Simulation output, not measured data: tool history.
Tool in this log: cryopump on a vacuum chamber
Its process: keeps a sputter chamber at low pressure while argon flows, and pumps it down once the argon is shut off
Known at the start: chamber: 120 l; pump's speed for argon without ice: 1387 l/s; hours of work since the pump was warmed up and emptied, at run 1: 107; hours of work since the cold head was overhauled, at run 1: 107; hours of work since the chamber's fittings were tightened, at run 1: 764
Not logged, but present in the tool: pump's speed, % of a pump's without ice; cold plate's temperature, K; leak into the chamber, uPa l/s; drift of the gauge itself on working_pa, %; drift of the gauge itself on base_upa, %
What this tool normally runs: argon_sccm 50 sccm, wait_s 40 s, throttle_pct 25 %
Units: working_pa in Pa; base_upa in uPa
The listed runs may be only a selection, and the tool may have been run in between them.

run	hour	argon_sccm	wait_s	throttle_pct	hours of work since the pump was warmed up and emptied	hours of work since the cold head was overhauled	hours of work since the chamber's fittings were tightened	working_pa	base_upa
1	0.0	50	40	25	107	107	764	0.2450	1.80
2	18.7	50	40	25	121	121	777	0.2480	1.80
3	29.7	50	40	51	129	129	785	0.1207	1.80
4	44.6	50	40	51	140	140	796	0.1237	1.86
5	55.9	50	40	51	148	148	804	0.1222	1.80
6	68.6	50	40	25	157	157	814	0.2484	1.83
7	85.2	50	40	25	169	169	826	0.2468	1.85
8	103.1	50	40	25	182	182	839	0.2457	1.83
9	117.0	50	155	25	193	193	849	0.2466	0.73
10	133.6	50	40	25	205	205	861	0.2477	1.81
11	141.6	50	40	25	211	211	867	0.2476	1.83
12	159.8	50	27	25	224	224	880	0.2448	2.56
13	169.1	50	40	47	231	231	887	0.1324	1.80
14	182.7	50	40	47	240	240	897	0.1323	1.86
15	194.8	50	40	47	249	249	906	0.1328	1.87
16	203.9	50	40	47	256	256	912	0.1323	1.82
17	222.9	50	40	47	270	270	926	0.1336	1.87
18	234.3	23	252	51	278	278	935	0.0573	0.61
19	243.3	22	85	45	285	285	941	0.0610	1.07
20	260.6	39	201	15	297	297	954	0.3180	0.67
21	268.7	71	232	39	303	303	960	0.2275	0.62
22	278.3	71	232	39	310	310	967	0.2282	0.66
23	290.6	33	200	50	319	319	976	0.0839	0.69

The next listed run, before its measurement:
24	299.2	77	40	24	325	325	982	?	?

{"run 24": {"working_pa": 0.3976, "base_upa": 1.95}}
Without the tool's hidden state the same run would have given working_pa 0.3910 Pa, base_upa 1.77 uPa.
